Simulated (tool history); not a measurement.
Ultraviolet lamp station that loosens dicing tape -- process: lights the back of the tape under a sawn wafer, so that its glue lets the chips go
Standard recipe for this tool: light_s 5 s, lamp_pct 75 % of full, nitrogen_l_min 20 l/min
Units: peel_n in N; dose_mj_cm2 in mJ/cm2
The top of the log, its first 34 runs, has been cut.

run 35 hour=489.1 | light_s=8 lamp_pct=69 nitrogen_l_min=34 | peel_n=0.257 dose_mj_cm2=468
run 36 hour=499.8 | light_s=8 lamp_pct=69 nitrogen_l_min=34 | peel_n=0.279 dose_mj_cm2=467
run 37 hour=512.0 | light_s=10 lamp_pct=69 nitrogen_l_min=34 | peel_n=0.264 dose_mj_cm2=585
run 38 hour=526.1 | light_s=10 lamp_pct=69 nitrogen_l_min=34 | peel_n=0.259 dose_mj_cm2=577
run 39 hour=534.8 | light_s=8 lamp_pct=88 nitrogen_l_min=25 | peel_n=0.258 dose_mj_cm2=595
run 40 hour=548.9 | light_s=2 lamp_pct=71 nitrogen_l_min=7 | peel_n=3.212 dose_mj_cm2=120
run 41 hour=561.0 | light_s=2 lamp_pct=71 nitrogen_l_min=7 | peel_n=3.195 dose_mj_cm2=119
run 42 hour=581.1 | light_s=4 lamp_pct=89 nitrogen_l_min=29 | peel_n=0.465 dose_mj_cm2=293
run 43 hour=598.2 | light_s=4 lamp_pct=89 nitrogen_l_min=29 | peel_n=0.463 dose_mj_cm2=294
run 44 hour=614.9 | light_s=4 lamp_pct=89 nitrogen_l_min=29 | peel_n=0.468 dose_mj_cm2=290

Forecast each of these 4 alternatives for the next run:
run A hour=626.1 | light_s=5 lamp_pct=62 nitrogen_l_min=34 | peel_n=? dose_mj_cm2=?
run B hour=626.1 | light_s=4 lamp_pct=76 nitrogen_l_min=16 | peel_n=? dose_mj_cm2=?
run C hour=626.1 | light_s=5 lamp_pct=75 nitrogen_l_min=17 | peel_n=? dose_mj_cm2=?
run D hour=626.1 | light_s=3 lamp_pct=75 nitrogen_l_min=20 | peel_n=? dose_mj_cm2=?

run=A peel_n=0.555 dose_mj_cm2=254
run=B peel_n=0.889 dose_mj_cm2=241
run=C peel_n=0.610 dose_mj_cm2=303
run=D peel_n=1.251 dose_mj_cm2=180
Without the tool's unlogged condition, the same runs would have read:
run=A peel_n=0.382 dose_mj_cm2=321
run=B peel_n=0.591 dose_mj_cm2=306
run=C peel_n=0.417 dose_mj_cm2=385
run=D peel_n=0.851 dose_mj_cm2=229
